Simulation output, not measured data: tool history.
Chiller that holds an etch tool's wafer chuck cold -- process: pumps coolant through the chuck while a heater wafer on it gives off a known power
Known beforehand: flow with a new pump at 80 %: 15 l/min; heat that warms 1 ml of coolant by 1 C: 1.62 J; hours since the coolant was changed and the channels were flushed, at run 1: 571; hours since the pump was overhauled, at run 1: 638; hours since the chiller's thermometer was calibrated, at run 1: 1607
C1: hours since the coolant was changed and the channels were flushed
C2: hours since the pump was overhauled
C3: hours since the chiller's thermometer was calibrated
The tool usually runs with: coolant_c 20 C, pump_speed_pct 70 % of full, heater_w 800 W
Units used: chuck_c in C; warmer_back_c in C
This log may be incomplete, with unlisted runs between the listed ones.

Run 1, day 0.000: usual settings; C1 571; C2 638; C3 1607. Result: chuck_c 25.8 C, warmer_back_c 2.28 C.
Run 2, day 2.496: usual settings; C1 631; C2 698; C3 1666. Result: chuck_c 25.8 C, warmer_back_c 2.26 C.
Run 3, day 6.779: usual settings; C1 734; C2 801; C3 1769. Result: chuck_c 25.7 C, warmer_back_c 2.26 C.
Run 4, day 9.638: usual settings; C1 802; C2 870; C3 1838. Result: chuck_c 25.7 C, warmer_back_c 2.30 C.
Run 5, day 13.650: usual settings; C1 898; C2 966; C3 1934. Result: chuck_c 25.8 C, warmer_back_c 2.28 C.
Run 6, day 17.933: usual settings; C1 1001; C2 1069; C3 2037. Result: chuck_c 26.0 C, warmer_back_c 2.32 C.
Run 7, day 20.942: usual settings; C1 1073; C2 1141; C3 2109. Result: chuck_c 26.0 C, warmer_back_c 2.30 C.
Run 8, day 24.929: usual settings but coolant_c 12 C; C1 1169; C2 1237; C3 2205. Result: chuck_c 18.1 C, warmer_back_c 2.23 C.
Run 9, day 28.104: usual settings; C1 1245; C2 1313; C3 2281. Result: chuck_c 26.0 C, warmer_back_c 2.32 C.
Run 10, day 32.108: usual settings; C1 1342; C2 1409; C3 2377. Result: chuck_c 26.1 C, warmer_back_c 2.30 C.
Run 11, day 36.612: usual settings; C1 1450; C2 1517; C3 2485. Result: chuck_c 26.2 C, warmer_back_c 2.35 C.
Run 12, day 39.996: usual settings; C1 1531; C2 1598; C3 2566. Result: chuck_c 26.1 C, warmer_back_c 2.31 C.
Run 13, day 43.738: usual settings; C1 1621; C2 1688; C3 2656. Result: chuck_c 26.3 C, warmer_back_c 2.35 C.
Run 14, day 46.625: usual settings; C1 1690; C2 1757; C3 2726. Result: chuck_c 26.1 C, warmer_back_c 2.32 C.
Run 15, day 50.458: usual settings; C1 1782; C2 1849; C3 2818. Result: chuck_c 26.1 C, warmer_back_c 2.34 C.
Run 16, day 54.238: usual settings but heater_w 422 W; C1 1873; C2 1940; C3 2908. Result: chuck_c 23.7 C, warmer_back_c 1.19 C.
Run 17, day 58.258: usual settings but heater_w 422 W; C1 1969; C2 2037; C3 3005. Result: chuck_c 23.4 C, warmer_back_c 1.25 C.
At day 59.167: chiller's thermometer calibrated.
Run 18, day 63.533: usual settings but coolant_c 11 C, pump_speed_pct 63 % of full, heater_w 684 W; C1 2095; C2 2162; C3 105. Result: chuck_c 16.6 C, warmer_back_c 2.18 C.
Run 19, day 68.621: usual settings but coolant_c 11 C, pump_speed_pct 63 % of full, heater_w 684 W; C1 2217; C2 2284; C3 227. Result: chuck_c 16.6 C, warmer_back_c 2.19 C.
Run 20, day 73.404: usual settings but coolant_c 11 C, pump_speed_pct 63 % of full, heater_w 684 W; C1 2332; C2 2399; C3 342. Result: chuck_c 16.5 C, warmer_back_c 2.22 C.
Run 21, day 75.925: usual settings but coolant_c 11 C, pump_speed_pct 63 % of full, heater_w 684 W; C1 2392; C2 2460; C3 402. Result: chuck_c 16.5 C, warmer_back_c 2.26 C.
Run 22, day 78.100: usual settings but coolant_c 19 C, pump_speed_pct 86 % of full, heater_w 1141 W; C1 2444; C2 2512; C3 454. Result: chuck_c 26.2 C, warmer_back_c 2.77 C.

For run 23, what comes out?
At day 78.633: coolant pump overhauled.
Run 23, day 82.317: usual settings but coolant_c 19 C, pump_speed_pct 86 % of full, heater_w 1141 W; C1 2540; C2 88; C3 551. Result: chuck_c ?, warmer_back_c ?.

{"run 23": {"chuck_c": 26.4, "warmer_back_c": 2.83}}
The same run, on a tool lacking any hidden state, would have yielded chuck_c 25.4 C, warmer_back_c 2.62 C.
